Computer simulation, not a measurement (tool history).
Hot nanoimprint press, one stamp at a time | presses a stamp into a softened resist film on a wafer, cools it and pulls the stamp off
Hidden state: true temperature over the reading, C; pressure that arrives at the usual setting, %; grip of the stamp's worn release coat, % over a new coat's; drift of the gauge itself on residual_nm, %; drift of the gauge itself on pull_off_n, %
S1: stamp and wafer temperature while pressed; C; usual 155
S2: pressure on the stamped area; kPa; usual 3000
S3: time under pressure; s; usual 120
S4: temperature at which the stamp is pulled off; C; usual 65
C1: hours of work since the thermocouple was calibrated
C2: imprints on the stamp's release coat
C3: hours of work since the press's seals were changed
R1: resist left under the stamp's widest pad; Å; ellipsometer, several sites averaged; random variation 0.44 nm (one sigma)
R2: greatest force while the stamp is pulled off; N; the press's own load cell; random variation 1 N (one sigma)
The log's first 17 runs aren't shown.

run,day,S1,S2,S3,S4,C1,C2,C3,R1,R2
18,5.779,146,2050,220,67,318,237,107,2671,143
19,6.054,162,3980,156,57,323,254,112,1046,160
20,6.517,161,2200,90,54,331,282,120,1847,163
21,6.904,155,2350,63,65,338,306,127,2444,147
22,7.362,155,2350,63,65,346,334,136,2441,151
23,7.8,155,2350,63,65,354,360,143,2441,150
24,8.025,155,3000,198,65,358,374,147,1570,151
25,8.404,158,3000,224,51,365,397,154,1310,171
26,8.817,148,4330,218,60,372,422,162,1725,159
27,9.233,148,4330,218,51,380,447,169,1726,175
28,9.629,148,4330,218,51,387,471,176,1733,173
29,10.017,151,3230,120,60,394,495,183,2088,160
30,10.362,158,3240,66,64,400,515,189,1847,155

4 ways to go on from here, each from the tool as it stands after run 30. What would each give?
A,10.771,151,3030,224,65,407,540,197,?,?
B,10.771,155,2360,120,57,407,540,197,?,?
C,10.771,158,3000,69,65,407,540,197,?,?
D,10.771,155,2870,179,65,407,540,197,?,?

run,R1,R2
A,1798,153
B,2067,167
C,1894,155
D,1663,152
Without the tool's hidden state the same runs would have given:
run,R1,R2
A,1865,143
B,2133,156
C,1954,145
D,1723,143

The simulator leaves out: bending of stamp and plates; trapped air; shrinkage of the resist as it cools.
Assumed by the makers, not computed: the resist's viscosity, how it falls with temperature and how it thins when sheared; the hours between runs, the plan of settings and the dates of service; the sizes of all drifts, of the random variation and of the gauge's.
